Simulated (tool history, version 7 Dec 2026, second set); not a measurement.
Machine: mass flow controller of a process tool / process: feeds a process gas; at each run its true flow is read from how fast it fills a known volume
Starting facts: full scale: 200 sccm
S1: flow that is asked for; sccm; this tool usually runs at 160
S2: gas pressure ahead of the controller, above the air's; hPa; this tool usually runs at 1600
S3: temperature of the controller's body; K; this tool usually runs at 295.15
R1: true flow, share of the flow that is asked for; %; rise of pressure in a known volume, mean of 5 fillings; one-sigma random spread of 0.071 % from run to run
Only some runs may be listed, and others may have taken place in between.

run	hour	S1	S2	S3	R1
1	0	160	1600	295.15	99.58
2	306.8	160	1600	295.15	99.5
3	749.1	160	1600	295.15	99.32
# hour 1091.9: controller exchanged for a calibrated one
4	1146	160	1600	295.15	99.14
5	1347.8	160	1600	307.15	99.41
6	1663.1	160	1600	307.15	99.29
7	2101.9	160	1600	307.15	99.03
8	2384.2	160	1600	307.15	99.07
9	2762	160	1600	295.15	98.52
10	3100.4	160	1620	295.15	98.53
11	3470.5	160	1620	298.15	98.43
12	3718.5	160	1620	298.15	98.41
13	4147.5	160	1620	298.15	98.11
14	4409.4	160	1600	295.15	98.03
15	4705.8	160	1910	295.15	97.7
16	4943.6	160	1600	295.15	97.87
17	5433.3	41	1600	295.15	95.95
18	5669.2	41	1450	295.15	96
19	5931	160	1600	295.15	97.53
20	6312.1	160	1600	295.15	97.42
21	6510.8	112	1660	305.15	96.83
22	6717.5	36	2150	297.15	95.05
23	7041.4	160	2440	298.15	96.63
# hour 7166.2: gauge calibrated
24	7509.9	177	1640	294.15	99.79
25	7931	31	1730	295.15	97.41
26	8245.5	160	1910	305.15	99.3
27	8610.6	56	2740	301.15	96.92
28	8950.3	56	2740	301.15	96.8
29	9438.6	146	2580	295.15	97.98
30	9808.4	160	1410	295.15	98.74
31	10197.9	120	1410	295.15	97.94
32	10671.7	160	2530	295.15	97.94
33	11123.3	160	2530	295.15	97.51
34	11593.7	61	1600	298.15	96.63
35	12051.9	160	2520	295.15	97.34
36	12543.4	160	2260	295.15	97.47
37	12923.3	51	2260	300.15	95.61
38	13205.4	51	2260	300.15	95.55
39	13637.5	37	2260	300.15	95.13
# hour 13980: gauge calibrated
40	14065	37	2260	300.15	97.39

Forecast each of these 3 alternatives for the next run:
# hour 14290.4: controller's zero set anew
A	14521.8	188	2260	293.15	?
# hour 14290.4: controller's zero set anew
B	14521.8	148	2450	312.15	?
# hour 14290.4: controller's zero set anew
C	14521.8	67	2330	307.15	?

run	R1
A	99.42
B	99.13
C	97.74
Take away the tool's hidden state, keep each run's random variation, and the runs would have read:
run	R1
A	99.59
B	99.3
C	97.91
